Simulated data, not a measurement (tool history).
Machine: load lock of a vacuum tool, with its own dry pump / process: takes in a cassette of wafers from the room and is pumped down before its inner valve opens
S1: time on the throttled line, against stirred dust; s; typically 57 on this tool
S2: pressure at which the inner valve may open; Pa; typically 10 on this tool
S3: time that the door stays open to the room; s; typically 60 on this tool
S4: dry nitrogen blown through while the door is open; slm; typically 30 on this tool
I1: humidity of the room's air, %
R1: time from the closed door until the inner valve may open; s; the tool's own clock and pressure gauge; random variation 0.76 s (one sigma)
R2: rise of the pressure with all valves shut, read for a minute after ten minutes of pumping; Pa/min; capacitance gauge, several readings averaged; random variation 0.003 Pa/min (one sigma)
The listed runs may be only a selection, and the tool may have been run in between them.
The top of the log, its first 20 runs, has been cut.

run    hour   S1  S2   S3  S4    I1     R1     R2
 21  2997.5   30  16   60  17  44.6   97.5  0.057
 22  3181.8   29  17   60  17  44.7   96.1  0.061
 23  3361.7   99  14   44  17  46.8  154.5  0.053
 24  3581.6   39  17   53  17    49  103.9   0.06
 25  3743.7   57  10  167  11  45.1    123  0.089
 26    3965   57  10   60   9  44.2  123.7  0.068
 27  4058.3   57  10   60   9  46.6  123.5  0.068
 28  4170.1   73  10  120  30  43.7  137.8  0.064
 29  4330.6   49  15   60  30  44.6  113.9  0.052
 30  4503.5   49  15   60  36  42.4  112.6  0.052
 31  4691.1   48  18  117   7  44.4  111.8  0.092
 32  4840.9   50  10   60  30  44.7  117.1  0.061
 33  4978.6   42   8   60  30  45.2  115.1  0.057
 34  5130.1   42   8   60  30  50.4  113.8  0.064
 35  5289.4  105  10   61  30  44.3  162.7  0.065
 36  5471.5  105  10   61  30  45.2  164.3  0.061

Below are 5 alternative next runs, each starting from the tool's condition after run 36. Predict each:
  A  5597  87  11   40  30  44.3   ?   ?
  B  5597  81  12  239  30    43   ?   ?
  C  5597  57  10   60   9  49.8   ?   ?
  D  5597  40  10   60  30  45.3   ?   ?
  E  5597  65  10   78  13  40.2   ?   ?

run     R1     R2
  A  147.8  0.068
  B  142.3  0.078
  C  122.8  0.083
  D  108.8  0.063
  E  130.2   0.07
With the hidden condition removed and each run's random variation left untouched, the same runs would have given:
run     R1     R2
  A  140.9  0.019
  B  135.5   0.03
  C  115.2  0.034
  D    101  0.015
  E  122.9  0.022
